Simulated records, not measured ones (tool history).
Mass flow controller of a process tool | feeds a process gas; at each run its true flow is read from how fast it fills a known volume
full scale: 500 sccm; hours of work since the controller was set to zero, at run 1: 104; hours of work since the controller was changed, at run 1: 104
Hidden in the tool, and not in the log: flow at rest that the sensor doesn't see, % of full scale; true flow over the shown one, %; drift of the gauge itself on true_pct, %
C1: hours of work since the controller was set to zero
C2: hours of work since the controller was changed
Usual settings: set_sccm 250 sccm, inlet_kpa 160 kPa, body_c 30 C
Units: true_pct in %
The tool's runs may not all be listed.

run 1 hour=0 | set_sccm=250 inlet_kpa=160 body_c=30 | C1=104 C2=104 | true_pct=98.76
run 2 hour=208.2 | set_sccm=67 inlet_kpa=160 body_c=30 | C1=182 C2=182 | true_pct=97.57
run 3 hour=413 | set_sccm=67 inlet_kpa=160 body_c=30 | C1=259 C2=259 | true_pct=97.81
run 4 hour=638.5 | set_sccm=67 inlet_kpa=160 body_c=30 | C1=344 C2=344 | true_pct=97.65
run 5 hour=764.7 | set_sccm=250 inlet_kpa=209 body_c=30 | C1=391 C2=391 | true_pct=98.64
run 6 hour=881.7 | set_sccm=250 inlet_kpa=209 body_c=30 | C1=435 C2=435 | true_pct=98.66
run 7 hour=1097.5 | set_sccm=115 inlet_kpa=209 body_c=30 | C1=516 C2=516 | true_pct=97.92
run 8 hour=1271.3 | set_sccm=52 inlet_kpa=160 body_c=24 | C1=581 C2=581 | true_pct=97.47
run 9 hour=1448.5 | set_sccm=52 inlet_kpa=160 body_c=24 | C1=648 C2=648 | true_pct=97.27
run 10 hour=1609.6 | set_sccm=68 inlet_kpa=155 body_c=30 | C1=708 C2=708 | true_pct=98
run 11 hour=1813.2 | set_sccm=265 inlet_kpa=179 body_c=30 | C1=785 C2=785 | true_pct=98.96
run 12 hour=2009.7 | set_sccm=417 inlet_kpa=212 body_c=28 | C1=859 C2=859 | true_pct=99.72
run 13 hour=2207 | set_sccm=401 inlet_kpa=256 body_c=24 | C1=933 C2=933 | true_pct=99.12

4 ways to go on from here, each from the tool as it stands after run 13. What would each give?
run A hour=2331.7 | set_sccm=243 inlet_kpa=167 body_c=24 | C1=980 C2=980 | true_pct=?
run B hour=2331.7 | set_sccm=108 inlet_kpa=175 body_c=36 | C1=980 C2=980 | true_pct=?
run C hour=2331.7 | set_sccm=222 inlet_kpa=256 body_c=24 | C1=980 C2=980 | true_pct=?
run D hour=2331.7 | set_sccm=109 inlet_kpa=279 body_c=30 | C1=980 C2=980 | true_pct=?

run=A true_pct=98.55
run=B true_pct=98.66
run=C true_pct=97.83
run=D true_pct=97.72
Without the tool's hidden state the same runs would have given:
run=A true_pct=98.29
run=B true_pct=98.26
run=C true_pct=97.56
run=D true_pct=97.32
